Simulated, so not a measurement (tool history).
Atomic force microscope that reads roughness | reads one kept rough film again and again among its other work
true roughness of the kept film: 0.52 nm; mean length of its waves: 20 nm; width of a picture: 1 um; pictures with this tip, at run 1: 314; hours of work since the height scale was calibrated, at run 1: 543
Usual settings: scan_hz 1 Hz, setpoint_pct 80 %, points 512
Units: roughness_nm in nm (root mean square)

run,day,scan_hz,setpoint_pct,points,pictures with this tip,hours of work since the height scale was calibrated,roughness_nm
1,0,1,80,512,314,543,0.477
2,1.008,1,80,512,365,561,0.478
# day 1.2: new tip fitted
3,2.133,1,80,512,47,581,0.479
4,2.696,2.39,80,512,75,591,0.449
5,3.667,1,80,512,124,608,0.48
6,4.592,1,80,512,171,624,0.48
7,5.562,1,65,512,220,641,0.485
8,6.312,1,65,512,258,655,0.49
9,7.492,1,86,512,318,675,0.473
# day 8.579: new tip fitted
10,8.579,1,86,512,0,694,0.473
11,9.162,1,71,512,30,705,0.477
12,10.033,1,71,512,74,720,0.496
13,10.883,1,71,512,117,735,0.48
14,11.921,1,80,890,169,753,0.486
15,12.788,1,80,306,213,769,0.472
16,14.088,2.76,80,512,279,792,0.439
17,15.021,1,80,832,326,808,0.483
# day 15.95: new tip fitted
18,16,0.93,80,832,2,825,0.485
19,17.204,1,80,489,63,847,0.479
20,18.471,1,80,512,127,869,0.486
21,19.646,1,80,512,187,890,0.476
22,20.358,1,80,512,223,903,0.473
23,21.488,1,80,512,280,923,0.478
24,22.596,1,80,512,336,942,0.475
# day 23.383: new tip fitted
25,23.754,1,80,920,18,962,0.478
26,24.933,1,68,512,78,983,0.487
27,26.217,1,68,442,143,1006,0.489
28,27.454,1,68,442,205,1028,0.484
29,28.671,1,80,661,267,1049,0.482
30,29.425,1.08,73,887,305,1063,0.486
31,30.546,1.08,64,718,362,1083,0.486
# day 30.838: new tip fitted
32,31.596,2.42,80,512,39,1101,0.46
33,32.317,3.15,76,285,75,1114,0.445
34,33.05,3.15,76,285,112,1127,0.447
35,34,3.15,76,285,160,1143,0.438
36,34.925,1,69,512,207,1160,0.496
37,36.146,1,69,512,269,1181,0.487
38,37.392,0.97,69,612,332,1203,0.482
# day 38.188: new tip fitted
39,38.325,0.97,69,612,7,1220,0.487
40,38.988,1.85,78,512,40,1231,0.462
41,39.7,1.85,78,512,76,1244,0.466
42,40.9,2.82,85,512,137,1265,0.434
43,41.454,1,60,304,165,1275,0.478
44,42.596,2.83,63,403,223,1295,0.473
45,43.338,0.72,82,512,260,1308,0.482
46,44.188,0.93,80,512,303,1323,0.483
47,45.404,1.86,59,709,365,1345,0.481
# day 45.554: new tip fitted
48,46.442,2.65,81,593,45,1363,0.449
49,47.608,2.65,81,593,104,1384,0.456
50,48.554,2.65,81,593,152,1400,0.447

The next listed run, before its measurement:
51,49.833,2.65,81,593,216,1423,?

roughness_nm: 0.449 nm (root mean square)
Without the tool's hidden state the same run would have given roughness_nm 0.449 nm (root mean square).
